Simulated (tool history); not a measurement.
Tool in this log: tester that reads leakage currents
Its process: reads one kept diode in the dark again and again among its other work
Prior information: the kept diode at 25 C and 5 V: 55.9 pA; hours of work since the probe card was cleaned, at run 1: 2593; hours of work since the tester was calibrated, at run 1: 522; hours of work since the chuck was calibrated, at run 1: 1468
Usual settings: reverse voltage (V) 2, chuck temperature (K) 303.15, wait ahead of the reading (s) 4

run	hour	reverse voltage (V)	chuck temperature (K)	wait ahead of the reading (s)	hours of work since the probe card was cleaned	hours of work since the tester was calibrated	hours of work since the chuck was calibrated	current that the tester gives (pA)
1	0	2	303.15	4	2593	522	1468	66.25
2	28.9	9.02	303.15	4	2605	534	1480	125.75
3	64.3	2	303.15	4	2620	548	1495	66.33
4	89.7	2	303.15	4	2630	559	1505	66.77
5	128.2	2	303.15	4	2646	575	1521	67.23
6	172.6	2	305.15	4	2664	593	1539	78.22
7	201.9	2	305.15	4	2676	605	1551	78.17
8	227.5	2	305.15	4	2687	616	1562	78.17
9	247.6	2	305.15	1.77	2695	624	1570	78.32
10	277.5	2	305.15	1.77	2707	636	1582	78.52
11	316.1	2	305.15	1.77	2723	652	1598	78.46
12	341.9	2	305.15	1.77	2734	663	1609	78.75
13	373.6	2	305.15	1.77	2747	676	1622	78.89
14	405.5	1.11	303.15	4	2760	689	1635	53.25
15	448.3	2	303.15	4	2778	707	1653	67.89
# hour 460.9: chuck's temperature calibrated
16	493.1	2	293.15	4	2795	724	13	27.49
17	535.1	2	293.15	4	2813	742	31	27.47
18	564.3	2	303.15	4	2825	754	43	60.15
19	602.7	7.09	303.15	4	2841	770	58	102.75
20	622.2	7.09	303.15	4	2849	778	66	103.14
21	641	1.55	331.15	4	2856	785	74	408.97
22	666.2	8.14	309.15	4	2867	796	85	170.25

Run 23 comes next. What will it give?
23	701.9	17.66	307.15	0.99	2881	810	99	?

{"run 23": {"current that the tester gives (pA)": 210.51}}
The same run, on a tool lacking any hidden state, would have yielded current that the tester gives (pA) 194.19.

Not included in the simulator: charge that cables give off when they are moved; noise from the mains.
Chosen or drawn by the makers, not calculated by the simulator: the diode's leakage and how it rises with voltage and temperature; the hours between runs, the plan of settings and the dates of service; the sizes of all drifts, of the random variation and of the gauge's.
